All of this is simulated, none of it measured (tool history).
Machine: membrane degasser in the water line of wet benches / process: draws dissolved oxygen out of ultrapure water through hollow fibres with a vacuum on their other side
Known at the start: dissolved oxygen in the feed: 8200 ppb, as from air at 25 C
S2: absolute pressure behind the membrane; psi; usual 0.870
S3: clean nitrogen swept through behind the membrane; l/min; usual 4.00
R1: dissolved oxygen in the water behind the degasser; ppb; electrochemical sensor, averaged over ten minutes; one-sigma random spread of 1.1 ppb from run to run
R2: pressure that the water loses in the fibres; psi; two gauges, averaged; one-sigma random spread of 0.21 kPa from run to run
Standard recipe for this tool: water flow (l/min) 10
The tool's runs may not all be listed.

{"run": 1, "hour": 0.0, "water flow (l/min)": 10, "S2": 0.87, "S3": 4.0, "R1": 107.5, "R2": 6.87}
{"run": 2, "hour": 122.6, "water flow (l/min)": 10, "S2": 0.87, "S3": 4.0, "R1": 111.3, "R2": 6.882}
{"run": 3, "hour": 265.5, "water flow (l/min)": 10, "S2": 0.87, "S3": 4.0, "R1": 110.6, "R2": 6.823}
{"run": 4, "hour": 336.8, "water flow (l/min)": 10, "S2": 0.87, "S3": 4.0, "R1": 109.4, "R2": 6.824}
{"run": 5, "hour": 467.4, "water flow (l/min)": 10, "S2": 0.87, "S3": 4.0, "R1": 109.6, "R2": 6.856}
{"hour": 474.8, "done": "vacuum gauge calibrated"}
{"run": 6, "hour": 562.7, "water flow (l/min)": 10, "S2": 1.188, "S3": 4.0, "R1": 126.8, "R2": 6.814}
{"run": 7, "hour": 687.4, "water flow (l/min)": 10, "S2": 1.114, "S3": 4.0, "R1": 126.5, "R2": 6.883}
{"run": 8, "hour": 820.9, "water flow (l/min)": 10, "S2": 0.789, "S3": 3.57, "R1": 112.3, "R2": 6.879}
{"run": 9, "hour": 956.4, "water flow (l/min)": 12, "S2": 0.789, "S3": 7.56, "R1": 170.6, "R2": 8.292}

What will run 10 give?
{"run": 10, "hour": 1034.8, "water flow (l/min)": 12, "S2": 0.789, "S3": 7.56, "R1": "?", "R2": "?"}

R1: 171.1 ppb
R2: 8.283 psi
With the hidden condition absent and the run-to-run variation left alone, this run would have shown R1 159.6 ppb, R2 8.164 psi.

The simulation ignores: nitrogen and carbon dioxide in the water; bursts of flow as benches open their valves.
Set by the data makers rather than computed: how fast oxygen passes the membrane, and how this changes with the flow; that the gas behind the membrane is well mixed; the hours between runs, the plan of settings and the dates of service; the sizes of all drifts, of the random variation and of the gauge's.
